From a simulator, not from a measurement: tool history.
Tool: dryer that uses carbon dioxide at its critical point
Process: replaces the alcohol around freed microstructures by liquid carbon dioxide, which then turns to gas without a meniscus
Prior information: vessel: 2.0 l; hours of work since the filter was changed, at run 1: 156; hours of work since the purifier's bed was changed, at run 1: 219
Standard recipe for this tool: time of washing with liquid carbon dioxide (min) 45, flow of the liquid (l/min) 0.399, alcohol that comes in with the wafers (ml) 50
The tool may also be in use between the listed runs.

| run | hour | time of washing with liquid carbon dioxide (min) | flow of the liquid (l/min) | alcohol that comes in with the wafers (ml) | hours of work since the filter was changed | hours of work since the purifier's bed was changed | alcohol left in the vessel before it's heated (ppm by volume) |
|---|---|---|---|---|---|---|---|
| 1 | 0 | 45 | 0.399 | 50 | 156 | 219 | 76 |
| 2 | 34.5 | 45 | 0.399 | 50 | 174 | 237 | 80 |
| 3 | 68.3 | 45 | 0.399 | 50 | 192 | 255 | 89 |
| 4 | 102.4 | 45 | 0.399 | 50 | 210 | 273 | 102 |
| 5 | 137.8 | 45 | 0.399 | 50 | 229 | 291 | 92 |
| 6 | 166.1 | 45 | 0.594 | 50 | 244 | 306 | 49 |
|  | 184.3 | inlet filter changed |
| 7 | 198 | 45 | 0.399 | 50 | 7 | 323 | 79 |
| 8 | 220.6 | 45 | 0.399 | 50 | 19 | 335 | 80 |
| 9 | 252.5 | 45 | 0.399 | 50 | 36 | 351 | 77 |
| 10 | 292.2 | 45 | 0.399 | 50 | 57 | 372 | 95 |
| 11 | 317.2 | 45 | 0.399 | 50 | 70 | 385 | 89 |
| 12 | 354.8 | 45 | 0.399 | 50 | 90 | 405 | 86 |
| 13 | 375.4 | 45 | 0.399 | 50 | 101 | 416 | 96 |
| 14 | 417.3 | 45 | 0.399 | 50 | 123 | 438 | 102 |
| 15 | 462.2 | 45 | 0.399 | 50 | 146 | 462 | 116 |
| 16 | 496.7 | 28 | 0.399 | 50 | 165 | 480 | 566 |
| 17 | 528.7 | 28 | 0.399 | 87 | 181 | 497 | 949 |
| 18 | 561.4 | 28 | 0.399 | 87 | 199 | 514 | 955 |
| 19 | 588.8 | 45 | 0.399 | 91 | 213 | 528 | 159 |
| 20 | 610.3 | 45 | 0.399 | 91 | 224 | 540 | 163 |
| 21 | 634.2 | 45 | 0.399 | 91 | 237 | 552 | 181 |
|  | 663.6 | inlet filter changed |
| 22 | 677.3 | 45 | 0.399 | 107 | 7 | 575 | 140 |
| 23 | 714.7 | 45 | 0.399 | 50 | 27 | 594 | 109 |
| 24 | 753.2 | 45 | 0.399 | 50 | 47 | 614 | 124 |
| 25 | 781.4 | 45 | 0.399 | 22 | 62 | 629 | 105 |
| 26 | 823.7 | 49 | 0.595 | 46 | 84 | 652 | 92 |
| 27 | 861.7 | 49 | 0.595 | 46 | 104 | 672 | 92 |
| 28 | 903.8 | 30 | 0.255 | 46 | 126 | 694 | 1544 |
| 29 | 945 | 30 | 0.255 | 46 | 148 | 716 | 1556 |
| 30 | 987.4 | 31 | 0.399 | 57 | 171 | 738 | 476 |
| 31 | 1018.8 | 45 | 0.399 | 50 | 187 | 754 | 151 |
| 32 | 1054.8 | 45 | 0.399 | 50 | 206 | 773 | 148 |
| 33 | 1082.1 | 47 | 0.399 | 36 | 220 | 788 | 131 |
| 34 | 1113.2 | 47 | 0.399 | 36 | 237 | 804 | 138 |
| 35 | 1138.4 | 47 | 0.399 | 36 | 250 | 817 | 141 |
|  | 1143.6 | inlet filter changed |
| 36 | 1185 | 45 | 0.399 | 44 | 22 | 841 | 130 |
| 37 | 1205.4 | 45 | 0.399 | 44 | 33 | 852 | 134 |
| 38 | 1242.7 | 63 | 0.636 | 44 | 52 | 872 | 116 |
| 39 | 1267 | 66 | 0.246 | 50 | 65 | 885 | 171 |
| 40 | 1309.1 | 45 | 0.266 | 50 | 87 | 907 | 429 |
| 41 | 1340.8 | 45 | 0.266 | 50 | 104 | 923 | 433 |
| 42 | 1379.9 | 58 | 0.399 | 60 | 124 | 944 | 126 |
| 43 | 1403.2 | 40 | 0.399 | 60 | 137 | 956 | 227 |
| 44 | 1445.4 | 37 | 0.303 | 37 | 159 | 979 | 474 |
| 45 | 1490.1 | 45 | 0.394 | 42 | 183 | 1002 | 164 |
| 46 | 1531 | 45 | 0.339 | 42 | 204 | 1024 | 237 |
| 47 | 1555 | 29 | 0.44 | 31 | 217 | 1036 | 329 |

What would each run have given without the hidden state, its run-to-run variation left as it was?
What the log doesn't record here: flow that reaches the vessel past the clogged filter, %; alcohol in the recycled carbon dioxide, ppm; drift of the gauge itself on alcohol_ppm, %.
| run | alcohol left in the vessel before it's heated (ppm by volume) |
|---|---|
| 1 | 31 |
| 2 | 32 |
| 3 | 35 |
| 4 | 42 |
| 5 | 29 |
| 6 | 8 |
| 7 | 37 |
| 8 | 36 |
| 9 | 30 |
| 10 | 42 |
| 11 | 33 |
| 12 | 26 |
| 13 | 34 |
| 14 | 36 |
| 15 | 43 |
| 16 | 386 |
| 17 | 658 |
| 18 | 641 |
| 19 | 54 |
| 20 | 51 |
| 21 | 64 |
| 22 | 66 |
| 23 | 32 |
| 24 | 41 |
| 25 | 24 |
| 26 | 10 |
| 27 | 10 |
| 28 | 1254 |
| 29 | 1232 |
| 30 | 280 |
| 31 | 35 |
| 32 | 33 |
| 33 | 20 |
| 34 | 24 |
| 35 | 22 |
| 36 | 24 |
| 37 | 26 |
| 38 | 7 |
| 39 | 53 |
| 40 | 269 |
| 41 | 268 |
| 42 | 9 |
| 43 | 79 |
| 44 | 274 |
| 45 | 27 |
| 46 | 73 |
| 47 | 138 |
